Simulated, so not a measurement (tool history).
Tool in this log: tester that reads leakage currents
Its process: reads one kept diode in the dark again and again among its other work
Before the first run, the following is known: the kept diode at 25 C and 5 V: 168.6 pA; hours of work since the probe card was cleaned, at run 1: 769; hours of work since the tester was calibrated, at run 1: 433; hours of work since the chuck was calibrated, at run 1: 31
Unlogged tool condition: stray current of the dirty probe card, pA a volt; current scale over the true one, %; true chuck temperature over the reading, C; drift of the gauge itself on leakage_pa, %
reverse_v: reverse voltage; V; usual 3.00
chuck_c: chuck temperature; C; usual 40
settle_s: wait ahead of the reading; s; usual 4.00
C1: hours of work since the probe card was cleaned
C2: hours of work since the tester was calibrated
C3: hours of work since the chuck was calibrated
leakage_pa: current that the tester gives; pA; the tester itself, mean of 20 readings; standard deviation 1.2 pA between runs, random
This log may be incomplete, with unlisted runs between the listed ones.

run 1 hour=0.0 | reverse_v=3.00 chuck_c=40 settle_s=4.00 | C1=769 C2=433 C3=31 | leakage_pa=411.65
run 2 hour=25.8 | reverse_v=3.00 chuck_c=40 settle_s=4.00 | C1=783 C2=448 C3=45 | leakage_pa=410.61
run 3 hour=70.4 | reverse_v=3.00 chuck_c=40 settle_s=4.00 | C1=808 C2=473 C3=70 | leakage_pa=407.39
run 4 hour=108.3 | reverse_v=3.00 chuck_c=40 settle_s=4.00 | C1=830 C2=494 C3=92 | leakage_pa=407.27
run 5 hour=143.2 | reverse_v=3.00 chuck_c=40 settle_s=4.00 | C1=849 C2=514 C3=111 | leakage_pa=404.23
run 6 hour=176.7 | reverse_v=3.00 chuck_c=40 settle_s=4.00 | C1=868 C2=533 C3=130 | leakage_pa=403.09
run 7 hour=203.6 | reverse_v=3.00 chuck_c=40 settle_s=4.00 | C1=883 C2=548 C3=145 | leakage_pa=400.83
run 8 hour=232.3 | reverse_v=3.00 chuck_c=40 settle_s=4.00 | C1=899 C2=564 C3=161 | leakage_pa=399.86
run 9 hour=265.7 | reverse_v=3.00 chuck_c=40 settle_s=4.00 | C1=918 C2=583 C3=180 | leakage_pa=400.29
run 10 hour=290.1 | reverse_v=3.00 chuck_c=40 settle_s=4.00 | C1=932 C2=596 C3=194 | leakage_pa=397.81
run 11 hour=316.5 | reverse_v=3.00 chuck_c=40 settle_s=3.49 | C1=947 C2=611 C3=209 | leakage_pa=397.24
run 12 hour=337.9 | reverse_v=3.00 chuck_c=40 settle_s=3.49 | C1=959 C2=623 C3=221 | leakage_pa=396.56
run 13 hour=366.3 | reverse_v=5.94 chuck_c=40 settle_s=4.00 | C1=975 C2=639 C3=237 | leakage_pa=498.04
run 14 hour=399.2 | reverse_v=5.94 chuck_c=40 settle_s=4.00 | C1=993 C2=658 C3=255 | leakage_pa=492.71
run 15 hour=427.9 | reverse_v=3.00 chuck_c=40 settle_s=4.00 | C1=1009 C2=674 C3=271 | leakage_pa=392.99
run 16 hour=472.5 | reverse_v=10.07 chuck_c=40 settle_s=4.00 | C1=1034 C2=699 C3=296 | leakage_pa=583.01
run 17 hour=512.4 | reverse_v=3.81 chuck_c=26 settle_s=4.00 | C1=1057 C2=721 C3=319 | leakage_pa=158.82
run 18 hour=539.9 | reverse_v=2.28 chuck_c=21 settle_s=3.76 | C1=1072 C2=737 C3=334 | leakage_pa=91.33

Estimate the outcome of run 19 from the log above:
run 19 hour=579.2 | reverse_v=3.00 chuck_c=35 settle_s=4.00 | C1=1094 C2=759 C3=356 | leakage_pa=?

{"run 19": {"leakage_pa": 274.28}}
The same run, on a tool lacking any hidden state, would have yielded leakage_pa 292.09 pA.
